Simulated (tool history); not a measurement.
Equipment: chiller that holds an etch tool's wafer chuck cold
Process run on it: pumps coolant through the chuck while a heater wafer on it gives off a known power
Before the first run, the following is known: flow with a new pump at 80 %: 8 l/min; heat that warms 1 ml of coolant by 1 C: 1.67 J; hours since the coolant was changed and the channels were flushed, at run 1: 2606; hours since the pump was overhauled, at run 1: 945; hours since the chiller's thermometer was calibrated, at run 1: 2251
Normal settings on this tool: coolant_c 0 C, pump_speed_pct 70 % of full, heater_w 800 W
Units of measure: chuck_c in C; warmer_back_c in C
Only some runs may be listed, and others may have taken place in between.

run,hour,coolant_c,pump_speed_pct,heater_w,hours since the coolant was changed and the channels were flushed,hours since the pump was overhauled,hours since the chiller's thermometer was calibrated,chuck_c,warmer_back_c
1,0,0,70,800,2606,945,2251,10.4,4.27
2,35.4,0,70,800,2641,980,2286,10.4,4.26
3,58.6,0,83,800,2664,1003,2310,9.2,3.53
4,96.1,0,64,800,2702,1041,2347,11.2,4.64
5,142.2,0,64,800,2748,1087,2393,11.2,4.63
6,189.5,0,70,800,2795,1134,2441,10.4,4.23
7,234.2,0,70,800,2840,1179,2485,10.4,4.29
8,275.7,0,70,800,2881,1221,2527,10.3,4.29
9,321.2,0,70,800,2927,1266,2572,10.4,4.24
10,366.9,0,70,800,2972,1312,2618,10.4,4.27
11,409.4,0,70,800,3015,1354,2661,10.7,4.28
12,458.5,5,70,913,3064,1403,2710,17,4.86
13,485.8,-8,74,913,3091,1431,2737,3.4,4.65
14,511.2,-8,74,913,3117,1456,2762,3.6,4.66
15,536,-8,63,913,3142,1481,2787,4.9,5.43

What will run 16 give?
16,569.8,-2,66,1036,3175,1515,2821,?,?

{"run 16": {"chuck_c": 12.5, "warmer_back_c": 5.9}}
Were there no unlogged condition in the tool, this run, its random variation unchanged, would have produced chuck_c 12 C, warmer_back_c 5.67 C.
